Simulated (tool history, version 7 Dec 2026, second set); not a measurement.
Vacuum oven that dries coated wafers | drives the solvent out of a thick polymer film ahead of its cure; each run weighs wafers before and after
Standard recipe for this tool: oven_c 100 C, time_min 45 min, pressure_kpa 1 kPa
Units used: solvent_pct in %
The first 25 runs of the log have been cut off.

run	day	oven_c	time_min	pressure_kpa	solvent_pct
26	43.067	92	29	0.64	5.66
27	44.929	102	44	1.72	1.74
28	46.4	102	73	1.72	0.6
29	47.579	108	61	1.89	0.53
30	48.579	100	38	2.17	2.71
31	49.762	86	45	1	4.66
32	51.562	111	43	1	0.72
33	52.671	111	43	1	0.69
34	54.371	103	62	0.93	0.6
35	55.888	93	40	0.93	3.62
36	58.058	93	40	0.93	3.7
37	59.771	101	40	0.93	2.07
38	61.362	101	29	0.93	3.68
39	62.979	101	29	0.93	3.57
40	65.317	94	45	1	2.82
41	67.088	100	23	3.32	5.57
42	69.183	108	54	1.35	0.56
43	71.021	100	66	1	0.76
44	72.671	100	66	1	0.8
45	73.817	100	66	1	0.77
46	75.379	111	44	1	0.67

Below are 4 alternative next runs, each starting from the tool's condition after run 46. Predict each:
A	77.067	111	51	2.89	?
B	77.067	111	23	3.65	?
C	77.067	110	45	1	?
D	77.067	94	44	0.64	?

run	solvent_pct
A	0.74
B	3.21
C	0.72
D	2.85
Without the tool's unlogged condition, the same runs would have read:
run	solvent_pct
A	0.74
B	3.22
C	0.73
D	2.86
